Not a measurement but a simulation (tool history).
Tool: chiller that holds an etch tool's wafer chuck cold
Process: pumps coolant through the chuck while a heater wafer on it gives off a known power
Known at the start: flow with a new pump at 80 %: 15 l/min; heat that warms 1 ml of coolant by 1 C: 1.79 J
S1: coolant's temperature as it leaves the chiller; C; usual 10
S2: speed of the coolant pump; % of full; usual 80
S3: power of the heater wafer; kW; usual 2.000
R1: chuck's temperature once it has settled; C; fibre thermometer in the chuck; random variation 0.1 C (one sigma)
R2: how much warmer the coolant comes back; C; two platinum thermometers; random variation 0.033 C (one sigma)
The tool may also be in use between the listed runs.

run   hour  S1  S2     S3    R1    R2
  1    0.0  10  80  2.000  22.9  4.56
  2   82.6   1  80  2.000  14.0  4.63
  3  166.0   1  80  2.000  14.2  4.72
  4  217.7   1  80  2.000  14.1  4.70
  5  310.7   1  80  2.000  14.1  4.65
  6  370.1  10  80  2.000  23.4  4.66
  7  490.8  17  90  2.128  30.3  4.42
  8  603.6   7  64  1.401  18.3  4.10
  9  686.2  13  69  1.020  20.9  2.80
 10  796.4  13  69  1.020  21.0  2.80
 11  864.0   2  80  2.000  15.6  4.72
 12  983.4   2  94  1.253   9.4  2.51

Taken out of this log: 2 entries between the listed runs. Where each belongs, and how the hidden state differs across it:
Between runs 5 and 6: chiller's thermometer calibrated (hour 322.5)
  heat passed by the chuck's channels, % of clean ones': 94.4 -> 94.3; flow at a given pump speed, % of a new pump's: 95.8 -> 95.7; coolant's true temperature over the reading, C: 0.33 -> 0.46
  measured less the result without the state, R1: +1.2 -> +1.4 C; R2: +0.20 -> +0.20 C
Between runs 11 and 12: chiller's thermometer calibrated, once more (hour 914.6)
  heat passed by the chuck's channels, % of clean ones': 92.7 -> 92.3; flow at a given pump speed, % of a new pump's: 94.8 -> 94.6; coolant's true temperature over the reading, C: 0.55 -> 0.02
  measured less the result without the state, R1: +1.8 -> +0.8 C; R2: +0.24 -> +0.14 C
